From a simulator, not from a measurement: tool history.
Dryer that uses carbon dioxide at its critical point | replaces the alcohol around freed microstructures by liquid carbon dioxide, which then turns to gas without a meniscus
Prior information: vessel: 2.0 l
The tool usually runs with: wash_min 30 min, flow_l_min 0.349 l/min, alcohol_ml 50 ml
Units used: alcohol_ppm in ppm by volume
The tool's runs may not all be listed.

Run 1, hour 0.0: usual settings. Result: alcohol_ppm 928 ppm by volume.
At hour 17.4: inlet filter changed.
Run 2, hour 19.7: usual settings but flow_l_min 0.222 l/min. Result: alcohol_ppm 2172 ppm by volume.
Run 3, hour 35.0: usual settings but flow_l_min 0.222 l/min. Result: alcohol_ppm 2202 ppm by volume.
Run 4, hour 55.5: usual settings but flow_l_min 0.222 l/min. Result: alcohol_ppm 2219 ppm by volume.
Run 5, hour 78.5: usual settings but wash_min 37 min. Result: alcohol_ppm 292 ppm by volume.
Run 6, hour 92.9: usual settings but wash_min 37 min. Result: alcohol_ppm 290 ppm by volume.
Run 7, hour 115.6: usual settings but wash_min 37 min. Result: alcohol_ppm 290 ppm by volume.
Run 8, hour 136.6: usual settings but wash_min 37 min. Result: alcohol_ppm 296 ppm by volume.
Run 9, hour 159.6: usual settings but wash_min 37 min. Result: alcohol_ppm 323 ppm by volume.
Run 10, hour 181.8: usual settings but wash_min 37 min. Result: alcohol_ppm 325 ppm by volume.
Run 11, hour 194.6: usual settings but wash_min 37 min. Result: alcohol_ppm 314 ppm by volume.
Run 12, hour 211.0: usual settings but wash_min 31 min, flow_l_min 0.501 l/min. Result: alcohol_ppm 173 ppm by volume.
Run 13, hour 224.7: usual settings but alcohol_ml 21 ml. Result: alcohol_ppm 331 ppm by volume.
Run 14, hour 246.0: usual settings but wash_min 27 min, flow_l_min 0.236 l/min, alcohol_ml 34 ml. Result: alcohol_ppm 1822 ppm by volume.
Run 15, hour 268.0: usual settings but wash_min 23 min, alcohol_ml 87 ml. Result: alcohol_ppm 2652 ppm by volume.
Run 16, hour 282.8: usual settings but wash_min 23 min, flow_l_min 0.540 l/min, alcohol_ml 59 ml. Result: alcohol_ppm 490 ppm by volume.
Run 17, hour 292.8: usual settings but wash_min 35 min, flow_l_min 0.241 l/min, alcohol_ml 59 ml. Result: alcohol_ppm 1550 ppm by volume.
Run 18, hour 314.1: usual settings but wash_min 35 min, flow_l_min 0.241 l/min, alcohol_ml 59 ml. Result: alcohol_ppm 1555 ppm by volume.
Run 19, hour 327.3: usual settings but wash_min 20 min, flow_l_min 0.383 l/min, alcohol_ml 72 ml. Result: alcohol_ppm 2694 ppm by volume.
Run 20, hour 339.4: usual settings but wash_min 20 min, flow_l_min 0.383 l/min, alcohol_ml 72 ml. Result: alcohol_ppm 2630 ppm by volume.

Table of differences, measured result less the result of that run with no hidden state. Run-to-run variation is the same in both. Gauge scatter possibly is not:
Hidden conditions of the tool in this case: flow that reaches the vessel past the clogged filter, %; alcohol in the recycled carbon dioxide, ppm; drift of the gauge itself on alcohol_ppm, %.
run  alcohol_ppm
  1         +348
  2          +35
  3          +46
  4          +64
  5          +47
  6          +51
  7          +58
  8          +63
  9          +72
 10          +76
 11          +79
 12          +70
 13          +83
 14         +181
 15         +304
 16         +124
 17         +224
 18         +238
 19         +355
 20         +359

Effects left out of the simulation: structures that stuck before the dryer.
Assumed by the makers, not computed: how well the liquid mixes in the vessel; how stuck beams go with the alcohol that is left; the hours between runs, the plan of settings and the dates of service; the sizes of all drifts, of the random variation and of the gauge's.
